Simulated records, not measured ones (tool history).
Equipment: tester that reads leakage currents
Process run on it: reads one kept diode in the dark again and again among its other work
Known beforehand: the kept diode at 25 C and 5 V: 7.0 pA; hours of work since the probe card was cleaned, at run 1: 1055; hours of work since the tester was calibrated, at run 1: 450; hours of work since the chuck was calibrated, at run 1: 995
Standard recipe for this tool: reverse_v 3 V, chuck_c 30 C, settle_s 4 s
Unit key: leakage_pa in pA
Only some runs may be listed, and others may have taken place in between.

run	hour	reverse_v	chuck_c	settle_s	hours of work since the probe card was cleaned	hours of work since the tester was calibrated	hours of work since the chuck was calibrated	leakage_pa
1	0	3	30	4	1055	450	995	12.06
2	65.4	3	30	4	1083	478	1022	12.12
3	166.1	3	30	4	1125	520	1065	12.33
4	247.8	14.65	30	4	1159	554	1099	38.29
5	305.4	3	30	4	1184	579	1123	12.54
6	391.7	3	30	4	1220	615	1159	12.69
7	457.4	3	30	4	1247	642	1187	12.61
# hour 469.4: probe card cleaned and baked
8	540.2	11.47	45	1.37	30	676	1220	81.75
9	642.1	11.47	45	1.37	72	719	1263	82.65
10	689.7	11.47	45	1.37	92	739	1283	82.84
11	754	11.47	45	1.37	119	766	1310	83.94
12	850.7	14.38	31	1.37	160	806	1351	49.7

Consider 5 possible next runs. They are alternatives, not a sequence: every one starts from the tool as it was left by run 12. What does each give?
# hour 914.1: probe card cleaned and baked, once more
A	946.1	3	51	1.59	13	845	1389	?
# hour 914.1: probe card cleaned and baked, once more
B	946.1	3.41	23	1.37	13	845	1389	?
# hour 914.1: probe card cleaned and baked, once more
C	946.1	9.31	33	0.31	13	845	1389	?
# hour 914.1: probe card cleaned and baked, once more
D	946.1	14.38	46	0.51	13	845	1389	?
# hour 914.1: probe card cleaned and baked, once more
E	946.1	2.99	25	1.37	13	845	1389	?

run	leakage_pa
A	47.6
B	6.66
C	32.88
D	88.62
E	7.11
Without the tool's unlogged condition, the same runs would have read:
run	leakage_pa
A	41.13
B	5.68
C	29.21
D	77.2
E	6.07
